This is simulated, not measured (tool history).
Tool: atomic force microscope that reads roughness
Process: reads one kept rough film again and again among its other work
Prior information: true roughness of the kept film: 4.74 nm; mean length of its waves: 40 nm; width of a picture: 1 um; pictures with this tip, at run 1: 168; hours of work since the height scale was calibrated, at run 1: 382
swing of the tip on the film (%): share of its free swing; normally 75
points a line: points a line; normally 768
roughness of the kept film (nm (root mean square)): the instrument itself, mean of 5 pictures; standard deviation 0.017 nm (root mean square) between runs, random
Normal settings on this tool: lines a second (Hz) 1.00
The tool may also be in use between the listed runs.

run	hour	lines a second (Hz)	swing of the tip on the film (%)	points a line	pictures with this tip	hours of work since the height scale was calibrated	roughness of the kept film (nm (root mean square))
1	0.0	1.00	75	768	168	382	3.558
2	20.1	1.00	70	768	193	392	3.506
3	36.8	1.00	70	768	213	399	3.415
4	48.3	1.00	70	768	228	405	3.375
5	66.0	3.51	75	768	249	413	2.996
6	83.3	1.00	75	768	271	421	3.232
7	101.9	1.00	75	768	294	430	3.157
# hour 107.8: new tip fitted
8	120.5	1.00	75	768	15	438	4.042
9	129.9	1.00	75	768	27	443	3.979
10	147.2	1.00	75	768	48	451	3.868
11	156.2	1.00	68	768	59	455	3.873
# hour 158.8: height scale calibrated on a step standard
12	166.8	1.00	68	768	71	4	3.848
13	177.1	1.00	68	768	84	9	3.806
14	186.4	1.00	68	768	96	13	3.745
15	203.6	1.00	68	768	117	21	3.666
16	216.1	1.00	75	768	132	27	3.582
17	231.6	1.00	75	768	151	34	3.522
# hour 236.6: height scale calibrated on a step standard, once more
18	251.5	1.00	75	768	175	7	3.432
19	262.7	1.00	75	768	189	12	3.385
20	275.9	0.63	75	478	205	18	3.357
21	292.5	0.63	75	478	226	26	3.286
22	302.8	2.50	68	487	238	31	3.149
23	317.2	3.05	73	277	256	38	2.963
24	329.6	1.00	75	391	272	43	3.125
25	338.1	1.00	75	391	282	47	3.084
26	347.9	1.00	75	317	294	52	3.067
# hour 354.1: new tip fitted
27	363.6	1.80	75	768	12	59	3.912
28	379.9	1.80	75	768	32	67	3.840
29	388.1	2.78	71	888	42	70	3.731
30	405.2	2.78	71	888	63	78	3.636
31	419.3	2.78	71	888	81	85	3.590
32	438.7	2.78	71	888	105	94	3.476

What will run 33 give?
33	450.2	1.51	83	888	119	99	?

Run 33 measured roughness of the kept film (nm (root mean square)) 3.457.
With no hidden state in the tool, this same run would have given roughness of the kept film (nm (root mean square)) 3.919.
